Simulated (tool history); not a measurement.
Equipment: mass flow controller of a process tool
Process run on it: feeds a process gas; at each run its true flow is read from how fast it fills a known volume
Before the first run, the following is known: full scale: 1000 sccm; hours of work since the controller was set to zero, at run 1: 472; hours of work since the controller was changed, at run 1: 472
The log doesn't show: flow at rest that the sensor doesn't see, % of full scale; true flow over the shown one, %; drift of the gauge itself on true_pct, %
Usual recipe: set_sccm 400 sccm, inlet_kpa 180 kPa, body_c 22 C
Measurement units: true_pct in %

| run | day | set_sccm | inlet_kpa | body_c | hours of work since the controller was set to zero | hours of work since the controller was changed | true_pct |
|---|---|---|---|---|---|---|---|
| 1 | 0.000 | 400 | 180 | 22 | 472 | 472 | 97.69 |
| 2 | 4.429 | 400 | 180 | 22 | 538 | 538 | 97.83 |
| 3 | 8.429 | 400 | 231 | 22 | 598 | 598 | 97.86 |
| 4 | 15.292 | 400 | 231 | 22 | 701 | 701 | 97.79 |
| 5 | 20.867 | 400 | 231 | 22 | 785 | 785 | 97.70 |
| 6 | 24.846 | 797 | 180 | 22 | 845 | 845 | 98.72 |
| 7 | 29.612 | 797 | 269 | 22 | 916 | 916 | 98.83 |
| 8 | 37.054 | 797 | 269 | 22 | 1028 | 1028 | 98.85 |
| 9 | 42.083 | 400 | 180 | 22 | 1103 | 1103 | 97.39 |
| 10 | 49.088 | 400 | 180 | 22 | 1208 | 1208 | 97.42 |
| 11 | 52.975 | 400 | 180 | 31 | 1266 | 1266 | 97.97 |
| 12 | 57.692 | 400 | 180 | 24 | 1337 | 1337 | 97.35 |
| 13 | 64.988 | 400 | 180 | 24 | 1447 | 1447 | 97.29 |
| 14 | 70.921 | 400 | 248 | 22 | 1536 | 1536 | 97.24 |
| 15 | 75.192 | 274 | 248 | 22 | 1600 | 1600 | 96.66 |
|  | 75.875 | controller's zero set anew |
| 16 | 79.396 | 274 | 248 | 29 | 53 | 1662 | 96.98 |
| 17 | 83.725 | 400 | 180 | 24 | 118 | 1727 | 96.98 |
| 18 | 89.450 | 219 | 147 | 31 | 204 | 1813 | 96.54 |
|  | 93.096 | controller's zero set anew, once more |
| 19 | 97.192 | 219 | 147 | 31 | 61 | 1929 | 97.18 |
| 20 | 103.033 | 584 | 180 | 22 | 149 | 2016 | 97.63 |
| 21 | 107.279 | 400 | 180 | 21 | 213 | 2080 | 97.03 |
| 22 | 111.775 | 400 | 224 | 22 | 280 | 2148 | 97.12 |
| 23 | 116.567 | 400 | 190 | 22 | 352 | 2219 | 96.92 |
| 24 | 122.767 | 400 | 190 | 22 | 445 | 2312 | 96.81 |
| 25 | 130.492 | 400 | 277 | 40 | 561 | 2428 | 98.19 |
| 26 | 135.825 | 125 | 180 | 29 | 641 | 2508 | 96.01 |
| 27 | 142.338 | 125 | 266 | 29 | 738 | 2606 | 95.96 |
| 28 | 146.267 | 905 | 209 | 32 | 797 | 2665 | 98.86 |
| 29 | 150.229 | 840 | 275 | 34 | 857 | 2724 | 98.95 |
| 30 | 156.242 | 679 | 180 | 39 | 947 | 2814 | 98.60 |
| 31 | 161.921 | 421 | 175 | 39 | 1032 | 2900 | 97.83 |
| 32 | 168.862 | 421 | 175 | 39 | 1136 | 3004 | 97.60 |

Hidden state at the last listed run before each entry between runs and at the first one after, where it differs:
Run 15 -> run 16: controller's zero set anew (day 75.875)
  flow at rest that the sensor doesn't see, % of full scale: -0.136 -> -0.177; true flow over the shown one, %: -0.73 -> -0.76
  the result without the hidden state subtracted from the measured one, true_pct: -1.22 -> -1.41 %
Run 18 -> run 19: controller's zero set anew, once more (day 93.096)
  flow at rest that the sensor doesn't see, % of full scale: -0.188 -> -0.037; true flow over the shown one, %: -0.85 -> -0.92
  the result without the hidden state subtracted from the measured one, true_pct: -1.71 -> -1.09 %
